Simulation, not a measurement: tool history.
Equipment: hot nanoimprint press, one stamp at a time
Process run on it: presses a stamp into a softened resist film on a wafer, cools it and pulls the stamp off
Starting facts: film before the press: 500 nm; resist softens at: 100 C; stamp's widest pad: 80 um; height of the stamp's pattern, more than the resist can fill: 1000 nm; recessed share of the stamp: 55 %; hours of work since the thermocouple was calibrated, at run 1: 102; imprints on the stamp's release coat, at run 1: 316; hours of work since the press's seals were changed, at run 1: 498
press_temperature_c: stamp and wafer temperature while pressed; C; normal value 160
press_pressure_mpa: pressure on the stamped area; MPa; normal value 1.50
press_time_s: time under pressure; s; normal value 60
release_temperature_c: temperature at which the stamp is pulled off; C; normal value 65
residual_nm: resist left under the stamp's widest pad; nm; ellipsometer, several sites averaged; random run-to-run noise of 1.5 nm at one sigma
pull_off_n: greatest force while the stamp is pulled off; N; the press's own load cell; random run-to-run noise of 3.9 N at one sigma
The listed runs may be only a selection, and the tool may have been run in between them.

run,hour,press_temperature_c,press_pressure_mpa,press_time_s,release_temperature_c,hours of work since the thermocouple was calibrated,imprints on the stamp's release coat,hours of work since the press's seals were changed,residual_nm,pull_off_n
1,0.0,160,1.50,60,65,102,316,498,233.9,216
2,67.9,160,1.50,60,65,145,452,541,234.8,227
3,136.7,160,1.50,60,65,189,589,585,236.9,233
# hour 161.3: stamp cleaned and given a new release coat
4,220.5,160,1.50,60,57,239,119,635,236.6,242
# hour 266.6: plate thermocouple calibrated
5,282.3,157,1.50,60,65,10,236,673,272.0,210
6,315.4,157,1.50,60,65,31,302,694,276.4,211
# hour 380.9: plate thermocouple calibrated, once more
7,380.9,157,1.50,42,65,0,427,734,306.3,214
8,438.5,157,1.50,42,65,37,542,771,305.0,232
9,473.2,157,1.50,42,65,59,611,793,310.2,243
# hour 486.6: stamp cleaned and given a new release coat
10,549.3,157,1.50,42,65,104,125,838,309.9,208
11,583.4,157,1.50,42,65,126,193,859,309.8,211
12,657.6,160,1.12,60,65,173,341,907,274.8,226
13,711.8,160,1.50,60,65,208,449,942,245.4,218
14,767.0,160,1.50,60,64,243,559,977,243.9,241
# hour 806.9: stamp cleaned and given a new release coat
# hour 813.2: plate thermocouple calibrated
15,814.4,155,1.31,60,61,1,9,1002,313.0,212
16,877.3,167,1.68,58,68,41,135,1042,167.6,187
17,923.4,167,1.68,118,63,71,227,1071,125.8,217
18,999.2,160,1.50,35,65,119,378,1120,289.2,224
19,1064.2,160,1.50,35,65,161,508,1161,295.4,236
20,1112.3,151,1.50,35,54,191,604,1192,397.4,306
# hour 1134.5: stamp cleaned and given a new release coat
21,1183.6,172,1.30,35,54,233,98,1234,191.5,261
# hour 1241.4: plate thermocouple calibrated
22,1252.6,172,1.30,35,54,7,230,1276,189.4,266
23,1289.8,172,1.30,52,72,31,304,1300,163.8,172
# hour 1355.2: press's hydraulic seals changed and the load cell set to zero
24,1372.3,151,1.04,47,70,79,453,11,403.2,198
25,1405.3,151,1.04,45,63,100,519,32,407.3,235
# hour 1466.8: stamp cleaned and given a new release coat
26,1485.5,151,1.04,45,63,147,38,80,407.6,208
27,1518.3,160,1.96,84,65,168,103,101,184.0,200
28,1574.9,168,1.50,94,65,204,216,137,138.4,217

3 options for the next run, each taken on its own from the tool as it stands now. Forecast them:
A,1626.9,152,1.50,73,63,238,320,170,?,?
B,1626.9,168,1.61,94,65,238,320,170,?,?
C,1626.9,149,1.53,60,65,238,320,170,?,?

run,residual_nm,pull_off_n
A,320.3,225
B,132.5,217
C,371.6,222
What these runs would have given with no unlogged condition in the tool:
run,residual_nm,pull_off_n
A,310.1,195
B,127.5,188
C,362.0,192
